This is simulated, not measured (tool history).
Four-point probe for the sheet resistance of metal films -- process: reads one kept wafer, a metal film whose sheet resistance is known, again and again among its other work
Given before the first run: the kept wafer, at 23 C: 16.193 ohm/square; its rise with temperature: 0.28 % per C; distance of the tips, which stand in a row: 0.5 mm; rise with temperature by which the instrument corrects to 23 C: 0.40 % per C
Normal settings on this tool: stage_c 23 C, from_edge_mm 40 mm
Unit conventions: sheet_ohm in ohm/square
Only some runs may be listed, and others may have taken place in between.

run 1 hour=0.0 | stage_c=23 from_edge_mm=40 | sheet_ohm=16.197215
run 2 hour=21.3 | stage_c=23 from_edge_mm=40 | sheet_ohm=16.203253
run 3 hour=45.9 | stage_c=20 from_edge_mm=40 | sheet_ohm=16.261683
run 4 hour=94.4 | stage_c=20 from_edge_mm=40 | sheet_ohm=16.261911
run 5 hour=117.7 | stage_c=20 from_edge_mm=40 | sheet_ohm=16.264748
run 6 hour=155.7 | stage_c=20 from_edge_mm=40 | sheet_ohm=16.267610
run 7 hour=189.0 | stage_c=23 from_edge_mm=56 | sheet_ohm=16.209925
run 8 hour=237.1 | stage_c=23 from_edge_mm=55 | sheet_ohm=16.212124
run 9 hour=277.3 | stage_c=23 from_edge_mm=55 | sheet_ohm=16.213077
run 10 hour=318.1 | stage_c=23 from_edge_mm=55 | sheet_ohm=16.217079
run 11 hour=338.3 | stage_c=23 from_edge_mm=4 | sheet_ohm=16.348413
run 12 hour=384.9 | stage_c=21 from_edge_mm=40 | sheet_ohm=16.268817
run 13 hour=419.8 | stage_c=23 from_edge_mm=40 | sheet_ohm=16.226787
run 14 hour=457.4 | stage_c=23 from_edge_mm=40 | sheet_ohm=16.222977
run 15 hour=493.6 | stage_c=23 from_edge_mm=40 | sheet_ohm=16.227944
run 16 hour=515.1 | stage_c=28 from_edge_mm=11 | sheet_ohm=16.146116

The next listed run, before its measurement:
-- hour=518.4 stage's thermometer calibrated
run 17 hour=549.7 | stage_c=28 from_edge_mm=11 | sheet_ohm=?

{"run 17": {"sheet_ohm": 16.154966}}
Minus the tool's unlogged condition, the same run would have read sheet_ohm 16.109775 ohm/square.

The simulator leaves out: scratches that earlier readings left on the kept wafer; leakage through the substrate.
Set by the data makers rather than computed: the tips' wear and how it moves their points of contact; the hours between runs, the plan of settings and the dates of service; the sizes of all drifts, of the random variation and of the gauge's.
